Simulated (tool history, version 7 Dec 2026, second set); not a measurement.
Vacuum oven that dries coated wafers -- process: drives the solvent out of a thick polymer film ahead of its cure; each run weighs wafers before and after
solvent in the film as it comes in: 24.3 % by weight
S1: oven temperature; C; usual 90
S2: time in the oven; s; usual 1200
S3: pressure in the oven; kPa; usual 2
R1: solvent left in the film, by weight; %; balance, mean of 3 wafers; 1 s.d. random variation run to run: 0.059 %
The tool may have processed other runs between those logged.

run 1 hour=0 | S1=90 S2=1200 S3=2 | R1=3.31
run 2 hour=35.4 | S1=90 S2=840 S3=2 | R1=4.52
run 3 hour=76.2 | S1=90 S2=1200 S3=2 | R1=3.26
run 4 hour=106.8 | S1=90 S2=1200 S3=2 | R1=3.28
run 5 hour=144.5 | S1=90 S2=1200 S3=2 | R1=3.14
run 6 hour=183.4 | S1=90 S2=1200 S3=2 | R1=3.2
run 7 hour=214.7 | S1=90 S2=1200 S3=2 | R1=3.29
run 8 hour=236.7 | S1=90 S2=1200 S3=2 | R1=3.38
run 9 hour=279.4 | S1=90 S2=1200 S3=2 | R1=3.14
run 10 hour=327.3 | S1=90 S2=1200 S3=2 | R1=3.17
run 11 hour=359.6 | S1=93 S2=1200 S3=2 | R1=2.73
run 12 hour=383.6 | S1=93 S2=1200 S3=2 | R1=2.62
run 13 hour=417.8 | S1=90 S2=1020 S3=2 | R1=3.77
run 14 hour=442.7 | S1=90 S2=1020 S3=2 | R1=3.69
run 15 hour=475 | S1=90 S2=1020 S3=2 | R1=3.84
run 16 hour=500.8 | S1=90 S2=1020 S3=2 | R1=3.77
run 17 hour=529.1 | S1=90 S2=1020 S3=2 | R1=3.83
run 18 hour=550.1 | S1=90 S2=1200 S3=2 | R1=3.19
run 19 hour=585.6 | S1=90 S2=1200 S3=1.03 | R1=2.18
run 20 hour=636 | S1=96 S2=1020 S3=2.1 | R1=2.45
run 21 hour=661.7 | S1=77 S2=1080 S3=2.92 | R1=10
run 22 hour=684.8 | S1=77 S2=1080 S3=2.92 | R1=10.37
run 23 hour=716.5 | S1=79 S2=1200 S3=7.38 | R1=15.44
run 24 hour=752 | S1=79 S2=1560 S3=1.08 | R1=4.24
-- hour=757.5 vacuum gauge cleaned of residue and calibrated
run 25 hour=777.4 | S1=79 S2=1560 S3=1.08 | R1=4.36
run 26 hour=818.2 | S1=79 S2=600 S3=3.48 | R1=13.04
run 27 hour=843.3 | S1=86 S2=840 S3=1.92 | R1=5.85
run 28 hour=875.2 | S1=86 S2=1560 S3=7.15 | R1=10.27
-- hour=889.1 vacuum gauge cleaned of residue and calibrated, once more
run 29 hour=921.6 | S1=96 S2=1200 S3=1.22 | R1=1.43
run 30 hour=949.6 | S1=89 S2=600 S3=1.54 | R1=6.12
run 31 hour=972.3 | S1=75 S2=1200 S3=2.55 | R1=9.7
run 32 hour=1007.2 | S1=84 S2=900 S3=1.85 | R1=5.95
run 33 hour=1038.2 | S1=88 S2=780 S3=1.24 | R1=4.51
run 34 hour=1062.8 | S1=88 S2=660 S3=4.96 | R1=9.52
run 35 hour=1102.1 | S1=88 S2=660 S3=4.96 | R1=9.49
run 36 hour=1130.6 | S1=88 S2=660 S3=4.96 | R1=9.43
run 37 hour=1169.9 | S1=81 S2=2160 S3=1.71 | R1=3.38

Some steps in R1, run to run, broken into two amounts with sign: the step expected even without the hidden condition (settings, incoming material, random variation), and the rest, left for the hidden condition together with whatever gauge scatter is not in both the measured and the hidden-condition-free result:
Hidden conditions of the tool in this case: true wafer temperature over the reading, C; true pressure over the reading, kPa; drift of the gauge itself on solvent_pct, %.
Run 23 -> 24: S2 1200 -> 1560, S3 7.38 -> 1.08. R1 -11.2 %: hidden state +0.03, all else -11.23.
Run 25 -> 26: S2 1560 -> 600, S3 1.08 -> 3.48. R1 +8.68 %: hidden state -0.09, all else +8.77.
Run 28 -> 29: S1 86 -> 96, S2 1560 -> 1200, S3 7.15 -> 1.22, vacuum gauge cleaned of residue and calibrated, once more. R1 -8.84 %: hidden state -0.13, all else -8.71.
Run 36 -> 37: S1 88 -> 81, S2 660 -> 2160, S3 4.96 -> 1.71. R1 -6.05 %: hidden state +0.09, all else -6.14.
